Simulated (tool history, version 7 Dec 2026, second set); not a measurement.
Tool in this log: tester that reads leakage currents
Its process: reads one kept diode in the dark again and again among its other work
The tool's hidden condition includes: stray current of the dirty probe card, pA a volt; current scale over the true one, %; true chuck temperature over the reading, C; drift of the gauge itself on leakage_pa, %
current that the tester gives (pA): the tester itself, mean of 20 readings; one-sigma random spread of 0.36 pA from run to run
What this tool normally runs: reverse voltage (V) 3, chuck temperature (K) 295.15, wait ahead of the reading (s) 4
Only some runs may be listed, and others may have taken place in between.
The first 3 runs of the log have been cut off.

run	hour	reverse voltage (V)	chuck temperature (K)	wait ahead of the reading (s)	hours of work since the probe card was cleaned	hours of work since the tester was calibrated	hours of work since the chuck was calibrated	current that the tester gives (pA)
4	89.3	3	310.15	4	2808	735	1870	346.14
5	130	3	295.15	4	2831	758	1893	119.4
6	156.9	3	295.15	4	2847	773	1909	120.68
7	177.9	7.42	295.15	4	2859	785	1921	186.78
8	205.1	3	295.15	4	2874	801	1936	120.39
9	225.4	3	295.15	4	2886	813	1948	119.6
10	253.8	3	297.15	4	2902	829	1964	139.04
11	291.9	3	297.15	4	2924	851	1986	138.78
12	309.6	3	297.15	4	2934	861	1996	139.46
13	345.8	3	332.15	4	2955	882	2017	1367.72
14	376.8	3	332.15	4	2973	900	2035	1378.18
15	402.5	3	332.15	4	2988	914	2050	1374.68
16	422.6	3	332.15	4	2999	926	2061	1370.81
# hour 435.9: chuck's temperature calibrated
17	447.8	3	332.15	4	3012	939	7	1373.22
18	488.5	3	295.15	4	3036	963	30	120.16
19	527.7	3	295.15	4	3058	985	53	120.07
20	565.6	3	295.15	4	3080	1007	74	120.08
21	584.8	3	295.15	4	3091	1018	85	120.27
22	605.7	3	295.15	4	3103	1030	97	119.78
23	631.8	3	304.15	1.88	3118	1045	113	227.81
24	656.9	13.13	316.15	4	3133	1059	127	1043.88
25	691.9	3	295.15	0.62	3153	1079	147	121.14
26	716.9	17.83	316.15	4	3167	1094	161	1217.55
27	751.2	2.34	312.15	5.17	3187	1114	181	349.12
# hour 779.5: probe card cleaned and baked
28	781.2	2.34	312.15	5.17	1	1129	197	347.48

Expected results for the next run?
29	805.1	3	295.15	1.72	15	1143	210	?

{"run 29": {"current that the tester gives (pA)": 120.22}}
If the tool had no hidden condition, the same run with the same run-to-run variation would have returned current that the tester gives (pA) 120.23.
